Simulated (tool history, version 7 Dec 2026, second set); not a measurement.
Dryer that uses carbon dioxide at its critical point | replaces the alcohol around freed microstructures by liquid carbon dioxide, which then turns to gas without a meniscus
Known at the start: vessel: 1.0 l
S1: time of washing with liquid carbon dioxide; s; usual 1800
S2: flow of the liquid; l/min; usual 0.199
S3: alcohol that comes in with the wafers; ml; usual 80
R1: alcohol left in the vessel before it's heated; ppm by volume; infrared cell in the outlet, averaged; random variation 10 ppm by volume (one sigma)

run 1 day=0 | S1=1800 S2=0.199 S3=80 | R1=819
run 2 day=1.467 | S1=1800 S2=0.199 S3=80 | R1=828
run 3 day=3.696 | S1=1800 S2=0.199 S3=80 | R1=863
run 4 day=5.462 | S1=1800 S2=0.199 S3=48 | R1=605
run 5 day=7.079 | S1=1800 S2=0.199 S3=48 | R1=619
run 6 day=8.167 | S1=1800 S2=0.199 S3=48 | R1=614
-- day=9.388 purifier's bed changed
run 7 day=10.621 | S1=1800 S2=0.129 S3=80 | R1=4074
run 8 day=12.225 | S1=1800 S2=0.199 S3=80 | R1=808
run 9 day=13.929 | S1=1800 S2=0.199 S3=80 | R1=813
-- day=15.267 inlet filter changed
run 10 day=16.196 | S1=1800 S2=0.301 S3=80 | R1=74
run 11 day=17.762 | S1=1800 S2=0.301 S3=80 | R1=82
run 12 day=19.571 | S1=1260 S2=0.199 S3=80 | R1=2700
run 13 day=20.558 | S1=1260 S2=0.199 S3=80 | R1=2786
run 14 day=22.308 | S1=1980 S2=0.199 S3=80 | R1=438
run 15 day=23.475 | S1=1800 S2=0.199 S3=73 | R1=657
run 16 day=25.354 | S1=1800 S2=0.199 S3=73 | R1=668
run 17 day=27.025 | S1=2580 S2=0.199 S3=80 | R1=166
run 18 day=29.125 | S1=2580 S2=0.199 S3=80 | R1=186
run 19 day=30.862 | S1=1800 S2=0.199 S3=80 | R1=803
run 20 day=32.975 | S1=1200 S2=0.249 S3=22 | R1=524
run 21 day=34.879 | S1=1800 S2=0.199 S3=60 | R1=678
run 22 day=36.512 | S1=1800 S2=0.199 S3=60 | R1=696
run 23 day=38.083 | S1=1800 S2=0.199 S3=63 | R1=774
-- day=38.842 inlet filter changed
run 24 day=40.4 | S1=1800 S2=0.199 S3=63 | R1=590
run 25 day=41.588 | S1=1260 S2=0.249 S3=74 | R1=1117
run 26 day=43.796 | S1=1260 S2=0.249 S3=74 | R1=1158
run 27 day=44.842 | S1=2280 S2=0.215 S3=52 | R1=223
run 28 day=46.979 | S1=2160 S2=0.163 S3=80 | R1=905
run 29 day=48.954 | S1=2580 S2=0.284 S3=23 | R1=178
run 30 day=51.3 | S1=1320 S2=0.279 S3=20 | R1=317
run 31 day=53.692 | S1=1320 S2=0.279 S3=20 | R1=340
run 32 day=55.096 | S1=1320 S2=0.156 S3=37 | R1=2695
-- day=55.55 purifier's bed changed
run 33 day=56.804 | S1=1320 S2=0.156 S3=37 | R1=2594
run 34 day=58.742 | S1=1320 S2=0.156 S3=37 | R1=2665
run 35 day=59.988 | S1=1320 S2=0.156 S3=37 | R1=2572
run 36 day=61.775 | S1=1740 S2=0.25 S3=28 | R1=128
-- day=62.604 inlet filter changed
run 37 day=63.867 | S1=1740 S2=0.25 S3=28 | R1=107
run 38 day=66.033 | S1=1500 S2=0.325 S3=29 | R1=83

4 ways to go on from here, each from the tool as it stands after run 38. What would each give?
run A day=67.621 | S1=1980 S2=0.178 S3=50 | R1=?
run B day=67.621 | S1=1680 S2=0.201 S3=51 | R1=?
run C day=67.621 | S1=1140 S2=0.316 S3=29 | R1=?
run D day=67.621 | S1=1800 S2=0.199 S3=29 | R1=?

run=A R1=478
run=B R1=570
run=C R1=261
run=D R1=285
Without the tool's hidden state the same runs would have given:
run=A R1=398
run=B R1=485
run=C R1=195
run=D R1=217

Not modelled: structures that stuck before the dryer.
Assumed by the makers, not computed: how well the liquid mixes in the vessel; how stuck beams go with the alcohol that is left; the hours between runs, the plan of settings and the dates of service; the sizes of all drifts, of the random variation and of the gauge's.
